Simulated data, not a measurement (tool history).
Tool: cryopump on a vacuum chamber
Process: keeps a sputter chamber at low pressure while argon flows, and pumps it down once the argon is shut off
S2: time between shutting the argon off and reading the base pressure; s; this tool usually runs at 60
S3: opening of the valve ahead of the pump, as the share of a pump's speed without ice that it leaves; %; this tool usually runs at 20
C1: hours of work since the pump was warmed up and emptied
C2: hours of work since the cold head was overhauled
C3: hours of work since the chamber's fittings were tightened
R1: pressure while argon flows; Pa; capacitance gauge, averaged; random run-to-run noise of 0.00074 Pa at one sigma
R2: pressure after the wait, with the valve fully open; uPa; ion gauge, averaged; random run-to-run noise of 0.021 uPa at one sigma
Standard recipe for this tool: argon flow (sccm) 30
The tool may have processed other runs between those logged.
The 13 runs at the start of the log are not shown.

Run 14, hour 609.6: usual settings but S2 248 s; C1 170; C2 1697; C3 1818. Result: R1 0.1404 Pa, R2 1 uPa.
Run 15, hour 636.3: usual settings; C1 188; C2 1715; C3 1837. Result: R1 0.14 Pa, R2 1.23 uPa.
Run 16, hour 684.2: usual settings; C1 221; C2 1748; C3 1870. Result: R1 0.1405 Pa, R2 1.21 uPa.
Run 17, hour 731.4: usual settings but S2 21 s; C1 254; C2 1781; C3 1903. Result: R1 0.1417 Pa, R2 1.81 uPa.
Run 18, hour 776.6: usual settings but S2 21 s; C1 285; C2 1812; C3 1934. Result: R1 0.1407 Pa, R2 1.84 uPa.
Run 19, hour 821: usual settings but S2 59 s, S3 43 %; C1 316; C2 1842; C3 1964. Result: R1 0.0686 Pa, R2 1.35 uPa.
Run 20, hour 880.3: usual settings but argon flow (sccm) 18, S2 59 s, S3 53 %; C1 357; C2 1883; C3 2005. Result: R1 0.0343 Pa, R2 1.34 uPa.
Run 21, hour 908.2: usual settings but argon flow (sccm) 18, S2 59 s, S3 53 %; C1 376; C2 1903; C3 2024. Result: R1 0.0347 Pa, R2 1.32 uPa.
At hour 952.5: leaking fittings of the chamber tightened, without venting.
Run 22, hour 962: usual settings but argon flow (sccm) 39, S2 131 s; C1 412; C2 1938; C3 7. Result: R1 0.1885 Pa, R2 0.39 uPa.
Run 23, hour 1000.9: usual settings but argon flow (sccm) 39, S2 131 s; C1 439; C2 1965; C3 33. Result: R1 0.1877 Pa, R2 0.34 uPa.
Run 24, hour 1042.2: usual settings but argon flow (sccm) 14, S2 66 s, S3 33 %; C1 467; C2 1994; C3 62. Result: R1 0.0429 Pa, R2 0.55 uPa.
Run 25, hour 1098.1: usual settings but argon flow (sccm) 25, S2 181 s, S3 33 %; C1 506; C2 2032; C3 100. Result: R1 0.0763 Pa, R2 0.4 uPa.

What will run 26 give?
Run 26, hour 1139.7: usual settings but S2 61 s, S3 38 %; C1 534; C2 2061; C3 129. Result: R1 ?, R2 ?.

Run 26 came out at R1 0.0808 Pa, R2 0.64 uPa.
Had the tool carried no hidden state, the very same run would have given R1 0.0721 Pa, R2 0.5 uPa.
